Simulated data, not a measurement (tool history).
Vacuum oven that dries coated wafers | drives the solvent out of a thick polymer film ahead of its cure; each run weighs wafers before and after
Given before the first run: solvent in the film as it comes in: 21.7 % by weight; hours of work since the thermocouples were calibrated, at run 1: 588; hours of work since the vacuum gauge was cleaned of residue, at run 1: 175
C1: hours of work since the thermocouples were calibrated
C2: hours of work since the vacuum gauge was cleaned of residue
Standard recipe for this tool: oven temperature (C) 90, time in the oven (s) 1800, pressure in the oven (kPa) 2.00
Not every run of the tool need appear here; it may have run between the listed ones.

Run 1, day 0.000: usual settings; C1 588; C2 175. Result: solvent left in the film (%) 2.67.
Run 2, day 0.438: usual settings; C1 595; C2 182. Result: solvent left in the film (%) 2.70.
Run 3, day 1.008: usual settings; C1 604; C2 191. Result: solvent left in the film (%) 2.71.
Run 4, day 1.492: usual settings; C1 612; C2 199. Result: solvent left in the film (%) 2.59.
Run 5, day 1.867: usual settings; C1 618; C2 205. Result: solvent left in the film (%) 2.64.
Run 6, day 2.425: usual settings; C1 627; C2 213. Result: solvent left in the film (%) 2.67.
Run 7, day 2.867: usual settings but oven temperature (C) 85; C1 633; C2 220. Result: solvent left in the film (%) 4.29.
Run 8, day 3.392: usual settings; C1 642; C2 229. Result: solvent left in the film (%) 2.70.
Run 9, day 4.012: usual settings; C1 652; C2 239. Result: solvent left in the film (%) 2.66.
Run 10, day 4.388: usual settings; C1 658; C2 245. Result: solvent left in the film (%) 2.66.
Run 11, day 4.954: usual settings; C1 667; C2 254. Result: solvent left in the film (%) 2.63.
Run 12, day 5.383: usual settings; C1 674; C2 260. Result: solvent left in the film (%) 2.65.
Run 13, day 5.688: usual settings; C1 678; C2 265. Result: solvent left in the film (%) 2.72.
Run 14, day 6.142: usual settings; C1 686; C2 273. Result: solvent left in the film (%) 2.65.
Run 15, day 6.450: usual settings; C1 690; C2 277. Result: solvent left in the film (%) 2.71.
Run 16, day 6.908: usual settings but pressure in the oven (kPa) 3.09; C1 698; C2 285. Result: solvent left in the film (%) 3.16.
Run 17, day 7.475: usual settings but pressure in the oven (kPa) 3.09; C1 707; C2 294. Result: solvent left in the film (%) 3.12.
Run 18, day 7.908: usual settings but pressure in the oven (kPa) 3.09; C1 714; C2 301. Result: solvent left in the film (%) 3.17.
Run 19, day 8.358: usual settings but time in the oven (s) 3180, pressure in the oven (kPa) 3.09; C1 721; C2 308. Result: solvent left in the film (%) 1.79.
Run 20, day 8.821: usual settings but time in the oven (s) 3180, pressure in the oven (kPa) 3.09; C1 728; C2 315. Result: solvent left in the film (%) 1.73.
Run 21, day 9.300: usual settings but time in the oven (s) 3180, pressure in the oven (kPa) 3.09; C1 736; C2 323. Result: solvent left in the film (%) 1.77.
Run 22, day 9.554: usual settings but time in the oven (s) 3180, pressure in the oven (kPa) 3.09; C1 740; C2 327. Result: solvent left in the film (%) 1.77.
Run 23, day 9.804: usual settings but oven temperature (C) 101; C1 744; C2 331. Result: solvent left in the film (%) 0.84.
Run 24, day 10.288: usual settings but oven temperature (C) 85, pressure in the oven (kPa) 3.18; C1 751; C2 338. Result: solvent left in the film (%) 4.92.
Run 25, day 10.846: usual settings but oven temperature (C) 101, time in the oven (s) 3240, pressure in the oven (kPa) 7.37; C1 760; C2 347. Result: solvent left in the film (%) 2.39.
Run 26, day 11.442: usual settings but oven temperature (C) 81, time in the oven (s) 1020, pressure in the oven (kPa) 1.99; C1 770; C2 357. Result: solvent left in the film (%) 9.38.
Run 27, day 12.054: usual settings but oven temperature (C) 102, time in the oven (s) 960, pressure in the oven (kPa) 5.77; C1 779; C2 366. Result: solvent left in the film (%) 3.10.
Run 28, day 12.588: usual settings but oven temperature (C) 94, time in the oven (s) 1440, pressure in the oven (kPa) 2.65; C1 788; C2 375. Result: solvent left in the film (%) 2.72.
Run 29, day 12.900: usual settings but oven temperature (C) 94, time in the oven (s) 1440, pressure in the oven (kPa) 2.65; C1 793; C2 380. Result: solvent left in the film (%) 2.68.
Run 30, day 13.200: usual settings but oven temperature (C) 76, time in the oven (s) 1440, pressure in the oven (kPa) 2.65; C1 798; C2 385. Result: solvent left in the film (%) 9.94.
Run 31, day 13.479: usual settings but oven temperature (C) 82, time in the oven (s) 1440, pressure in the oven (kPa) 2.65; C1 802; C2 389. Result: solvent left in the film (%) 7.18.
Run 32, day 13.904: usual settings but time in the oven (s) 2100, pressure in the oven (kPa) 5.39; C1 809; C2 396. Result: solvent left in the film (%) 3.65.
Run 33, day 14.188: usual settings but oven temperature (C) 85, time in the oven (s) 1020, pressure in the oven (kPa) 5.39; C1 813; C2 400. Result: solvent left in the film (%) 9.07.
Run 34, day 14.767: usual settings but oven temperature (C) 82, time in the oven (s) 1140, pressure in the oven (kPa) 3.20; C1 823; C2 410. Result: solvent left in the film (%) 8.84.
Run 35, day 15.092: usual settings but oven temperature (C) 76, time in the oven (s) 1080, pressure in the oven (kPa) 3.20; C1 828; C2 415. Result: solvent left in the film (%) 11.60.
Run 36, day 15.483: usual settings but oven temperature (C) 104, time in the oven (s) 2520, pressure in the oven (kPa) 1.71; C1 834; C2 421. Result: solvent left in the film (%) 0.49.
Run 37, day 15.812: usual settings but oven temperature (C) 104, time in the oven (s) 2520, pressure in the oven (kPa) 1.71; C1 839; C2 426. Result: solvent left in the film (%) 0.52.

Predict the results of run 38:
Run 38, day 16.142: usual settings but oven temperature (C) 104, time in the oven (s) 2520, pressure in the oven (kPa) 1.71; C1 844; C2 431. Result: solvent left in the film (%) ?.

{"run 38": {"solvent left in the film (%)": 0.49}}
If the tool had no hidden condition, the same run with the same run-to-run variation would have returned solvent left in the film (%) 0.46.

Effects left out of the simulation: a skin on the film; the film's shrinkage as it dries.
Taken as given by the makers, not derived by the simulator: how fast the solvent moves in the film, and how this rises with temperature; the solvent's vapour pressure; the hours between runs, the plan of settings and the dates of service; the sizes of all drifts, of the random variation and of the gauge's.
